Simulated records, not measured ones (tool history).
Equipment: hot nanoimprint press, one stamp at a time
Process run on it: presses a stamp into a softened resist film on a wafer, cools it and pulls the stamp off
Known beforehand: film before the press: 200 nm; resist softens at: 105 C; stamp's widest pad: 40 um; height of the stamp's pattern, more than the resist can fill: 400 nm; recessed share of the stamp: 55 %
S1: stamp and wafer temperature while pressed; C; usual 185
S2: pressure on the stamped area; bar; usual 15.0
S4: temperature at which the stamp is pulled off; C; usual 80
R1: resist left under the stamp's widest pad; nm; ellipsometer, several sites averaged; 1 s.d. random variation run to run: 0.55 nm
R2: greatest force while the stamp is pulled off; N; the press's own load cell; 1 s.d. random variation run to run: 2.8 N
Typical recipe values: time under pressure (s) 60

run 1 hour=0.0 | S1=185 S2=15.0 time_under_pressure_(s)=60 S4=80 | R1=99.4 R2=156
run 2 hour=13.2 | S1=185 S2=15.0 time_under_pressure_(s)=60 S4=80 | R1=100.2 R2=156
run 3 hour=37.9 | S1=185 S2=15.0 time_under_pressure_(s)=60 S4=86 | R1=99.8 R2=154
run 4 hour=48.8 | S1=185 S2=15.0 time_under_pressure_(s)=60 S4=86 | R1=100.0 R2=154
run 5 hour=71.8 | S1=185 S2=15.0 time_under_pressure_(s)=60 S4=86 | R1=100.7 R2=155
run 6 hour=92.6 | S1=185 S2=15.0 time_under_pressure_(s)=112 S4=86 | R1=81.3 R2=158
run 7 hour=118.5 | S1=185 S2=15.0 time_under_pressure_(s)=112 S4=86 | R1=80.1 R2=162
run 8 hour=139.2 | S1=185 S2=16.9 time_under_pressure_(s)=60 S4=80 | R1=95.7 R2=171
run 9 hour=152.3 | S1=197 S2=16.9 time_under_pressure_(s)=60 S4=80 | R1=68.6 R2=169
run 10 hour=166.6 | S1=185 S2=22.7 time_under_pressure_(s)=60 S4=80 | R1=83.4 R2=177
-- hour=188.2 stamp cleaned and given a new release coat
run 11 hour=196.1 | S1=185 S2=22.7 time_under_pressure_(s)=60 S4=80 | R1=82.9 R2=133
run 12 hour=210.6 | S1=185 S2=22.7 time_under_pressure_(s)=60 S4=87 | R1=82.6 R2=122
run 13 hour=235.2 | S1=185 S2=22.7 time_under_pressure_(s)=60 S4=87 | R1=83.4 R2=126
run 14 hour=253.6 | S1=185 S2=15.8 time_under_pressure_(s)=60 S4=80 | R1=98.6 R2=145
run 15 hour=279.7 | S1=185 S2=15.8 time_under_pressure_(s)=60 S4=80 | R1=99.3 R2=141
run 16 hour=295.7 | S1=185 S2=15.8 time_under_pressure_(s)=60 S4=80 | R1=100.7 R2=146
run 17 hour=321.1 | S1=185 S2=15.8 time_under_pressure_(s)=60 S4=80 | R1=100.6 R2=150
-- hour=331.1 plate thermocouple calibrated
run 18 hour=348.9 | S1=192 S2=15.0 time_under_pressure_(s)=60 S4=70 | R1=81.8 R2=165
run 19 hour=367.8 | S1=176 S2=20.0 time_under_pressure_(s)=36 S4=71 | R1=131.4 R2=167
run 20 hour=394.0 | S1=176 S2=20.0 time_under_pressure_(s)=36 S4=73 | R1=130.5 R2=167
run 21 hour=418.3 | S1=191 S2=20.0 time_under_pressure_(s)=36 S4=74 | R1=87.1 R2=173
run 22 hour=432.2 | S1=195 S2=10.2 time_under_pressure_(s)=90 S4=76 | R1=78.8 R2=161
run 23 hour=457.8 | S1=195 S2=10.2 time_under_pressure_(s)=90 S4=76 | R1=79.2 R2=174
run 24 hour=473.1 | S1=188 S2=10.2 time_under_pressure_(s)=90 S4=76 | R1=96.2 R2=177
run 25 hour=497.5 | S1=193 S2=18.6 time_under_pressure_(s)=90 S4=76 | R1=61.9 R2=175
run 26 hour=514.2 | S1=185 S2=15.0 time_under_pressure_(s)=112 S4=86 | R1=81.3 R2=152
run 27 hour=534.3 | S1=185 S2=15.0 time_under_pressure_(s)=112 S4=86 | R1=82.0 R2=158
run 28 hour=545.4 | S1=196 S2=13.3 time_under_pressure_(s)=110 S4=86 | R1=62.8 R2=158
run 29 hour=566.3 | S1=194 S2=18.3 time_under_pressure_(s)=40 S4=67 | R1=82.8 R2=208
run 30 hour=582.0 | S1=185 S2=15.0 time_under_pressure_(s)=67 S4=82 | R1=98.3 R2=177

Table of differences, measured result less the result of that run with no hidden state. Run-to-run variation is the same in both. Gauge scatter possibly is not:
Hidden conditions of the tool in this case: true temperature over the reading, C; pressure that arrives at the usual setting, %; grip of the stamp's worn release coat, % over a new coat's; drift of the gauge itself on residual_nm, %; drift of the gauge itself on pull_off_n, %.
run=1 R1=+1.1 R2=+27
run=2 R1=+1.3 R2=+28
run=3 R1=+1.6 R2=+31
run=4 R1=+1.7 R2=+32
run=5 R1=+1.8 R2=+34
run=6 R1=+1.8 R2=+37
run=7 R1=+2.0 R2=+40
run=8 R1=+2.4 R2=+45
run=9 R1=+1.8 R2=+45
run=10 R1=+2.7 R2=+49
run=11 R1=+2.9 R2=+2
run=12 R1=+3.0 R2=+4
run=13 R1=+3.3 R2=+6
run=14 R1=+3.5 R2=+10
run=15 R1=+3.7 R2=+13
run=16 R1=+3.9 R2=+15
run=17 R1=+4.1 R2=+18
run=18 R1=+0.9 R2=+21
run=19 R1=+1.5 R2=+24
run=20 R1=+1.8 R2=+27
run=21 R1=+1.8 R2=+31
run=22 R1=+1.1 R2=+30
run=23 R1=+1.3 R2=+36
run=24 R1=+1.6 R2=+39
run=25 R1=+1.7 R2=+41
run=26 R1=+2.1 R2=+37
run=27 R1=+2.4 R2=+40
run=28 R1=+1.7 R2=+41
run=29 R1=+2.8 R2=+56
run=30 R1=+3.1 R2=+50

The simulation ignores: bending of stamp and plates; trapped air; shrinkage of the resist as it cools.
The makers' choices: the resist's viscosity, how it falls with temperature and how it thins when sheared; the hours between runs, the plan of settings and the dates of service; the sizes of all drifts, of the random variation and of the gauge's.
